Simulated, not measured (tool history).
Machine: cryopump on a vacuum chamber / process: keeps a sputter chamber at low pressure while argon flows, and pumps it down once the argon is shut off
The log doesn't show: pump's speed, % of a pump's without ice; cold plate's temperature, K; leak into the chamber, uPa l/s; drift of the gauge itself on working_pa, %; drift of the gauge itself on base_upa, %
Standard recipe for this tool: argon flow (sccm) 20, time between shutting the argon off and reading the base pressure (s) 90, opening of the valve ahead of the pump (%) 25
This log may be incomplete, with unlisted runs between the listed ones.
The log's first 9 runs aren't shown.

| run | day | argon flow (sccm) | time between shutting the argon off and reading the base pressure (s) | opening of the valve ahead of the pump (%) | hours of work since the pump was warmed up and emptied | hours of work since the cold head was overhauled | hours of work since the chamber's fittings were tightened | pressure while argon flows (Pa) | pressure after the wait (uPa) |
|---|---|---|---|---|---|---|---|---|---|
| 10 | 7.375 | 20 | 20 | 25 | 139 | 694 | 1427 | 0.0810 | 5.00 |
| 11 | 7.896 | 20 | 20 | 25 | 147 | 702 | 1435 | 0.0812 | 4.96 |
| 12 | 8.838 | 20 | 90 | 25 | 160 | 715 | 1448 | 0.0810 | 1.81 |
| 13 | 9.683 | 10 | 90 | 25 | 173 | 728 | 1461 | 0.0406 | 1.85 |
| 14 | 10.662 | 20 | 90 | 39 | 187 | 742 | 1475 | 0.0523 | 1.87 |
| 15 | 11.558 | 20 | 90 | 25 | 200 | 755 | 1488 | 0.0813 | 1.86 |
| 16 | 12.617 | 20 | 90 | 25 | 215 | 770 | 1503 | 0.0813 | 1.98 |
| 17 | 13.767 | 20 | 90 | 25 | 232 | 787 | 1520 | 0.0818 | 1.92 |
| 18 | 14.596 | 20 | 90 | 25 | 244 | 799 | 1532 | 0.0820 | 1.93 |
| 19 | 15.704 | 23 | 90 | 23 | 260 | 815 | 1548 | 0.1019 | 2.03 |
| 20 | 16.338 | 23 | 71 | 53 | 269 | 824 | 1557 | 0.0464 | 2.16 |

The next listed run, before its measurement:
| 21 | 17.083 | 37 | 135 | 27 | 280 | 835 | 1568 | ? | ? |

{"run 21": {"pressure while argon flows (Pa)": 0.1406, "pressure after the wait (uPa)": 1.64}}
Had the tool carried no hidden state, the very same run would have given pressure while argon flows (Pa) 0.1367, pressure after the wait (uPa) 0.73.
